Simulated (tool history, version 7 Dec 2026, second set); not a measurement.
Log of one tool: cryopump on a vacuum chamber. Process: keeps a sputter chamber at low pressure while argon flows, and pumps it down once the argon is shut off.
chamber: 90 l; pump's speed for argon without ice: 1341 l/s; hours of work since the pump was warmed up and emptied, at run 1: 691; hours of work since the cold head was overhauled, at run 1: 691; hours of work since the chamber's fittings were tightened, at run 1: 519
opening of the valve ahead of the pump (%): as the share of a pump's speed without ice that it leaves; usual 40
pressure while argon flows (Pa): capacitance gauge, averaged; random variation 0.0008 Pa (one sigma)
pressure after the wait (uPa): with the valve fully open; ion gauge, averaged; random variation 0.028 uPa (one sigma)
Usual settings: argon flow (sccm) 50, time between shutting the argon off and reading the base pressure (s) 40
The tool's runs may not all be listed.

run,hour,argon flow (sccm),time between shutting the argon off and reading the base pressure (s),opening of the valve ahead of the pump (%),hours of work since the pump was warmed up and emptied,hours of work since the cold head was overhauled,hours of work since the chamber's fittings were tightened,pressure while argon flows (Pa),pressure after the wait (uPa)
1,0,50,40,40,691,691,519,0.1834,1.62
2,36.8,50,61,40,710,710,538,0.184,1.16
3,58.5,50,61,40,721,721,549,0.1859,1.19
4,83.5,50,61,40,733,733,561,0.1858,1.15
5,121.4,50,146,40,752,752,580,0.1871,0.83
6,153.4,50,146,40,768,768,596,0.1885,0.81
7,191.6,50,74,40,787,787,615,0.1888,1.08
8,242.4,50,40,40,813,813,640,0.1906,1.6
# hour 261.4: pump warmed up, emptied and cooled again
9,291.7,50,40,40,15,835,663,0.1599,1.39
10,313.1,50,40,40,26,845,673,0.1586,1.47
11,342.5,50,40,40,41,860,688,0.16,1.43
12,374.4,36,40,40,56,876,704,0.1146,1.43
13,401.3,36,40,40,70,889,717,0.1157,1.37
14,427.1,36,40,40,83,902,730,0.1154,1.47
15,472.3,78,40,40,105,925,753,0.2501,1.48
16,521.3,50,40,40,130,949,777,0.1618,1.49
17,559.9,50,40,40,149,969,797,0.1625,1.45
18,604.5,50,40,40,171,991,819,0.1642,1.42
19,629.9,50,40,40,184,1004,832,0.164,1.5
20,675.6,50,40,40,207,1026,854,0.1642,1.51
21,718.3,50,40,40,228,1048,876,0.1659,1.48
22,750.6,54,28,46,244,1064,892,0.1567,1.93
23,797.8,60,40,34,268,1088,915,0.234,1.5
24,833.8,27,281,49,286,1106,933,0.074,0.58
25,885.7,27,281,49,312,1131,959,0.0749,0.61
26,928.1,27,281,49,333,1153,981,0.0753,0.66
27,978,99,143,27,358,1178,1005,0.4828,0.74
28,1004.2,72,40,24,371,1191,1019,0.3955,1.57
29,1050.3,57,40,39,394,1214,1042,0.1991,1.54
30,1083.3,39,40,40,411,1230,1058,0.1334,1.57
31,1126.4,39,40,40,432,1252,1080,0.134,1.59
32,1148.4,39,134,50,443,1263,1091,0.1098,0.82
33,1175.9,39,134,50,457,1276,1104,0.1113,0.81
34,1216.5,39,134,50,477,1297,1125,0.1112,0.81
35,1249.5,86,172,20,494,1313,1141,0.5656,0.79

Hidden state at the last listed run before each entry between runs and at the first one after, where it differs:
Between runs 8 and 9: pump warmed up, emptied and cooled again (hour 261.4)
  pump's speed, % of a pump's without ice: 66.4 -> 99.2; cold plate's temperature, K: 12.52 -> 12.53; leak into the chamber, uPa l/s: 448 -> 453
  measured less the result without the state, pressure while argon flows (Pa): +0.0328 -> +0.0012; pressure after the wait (uPa): +0.28 -> +0.11

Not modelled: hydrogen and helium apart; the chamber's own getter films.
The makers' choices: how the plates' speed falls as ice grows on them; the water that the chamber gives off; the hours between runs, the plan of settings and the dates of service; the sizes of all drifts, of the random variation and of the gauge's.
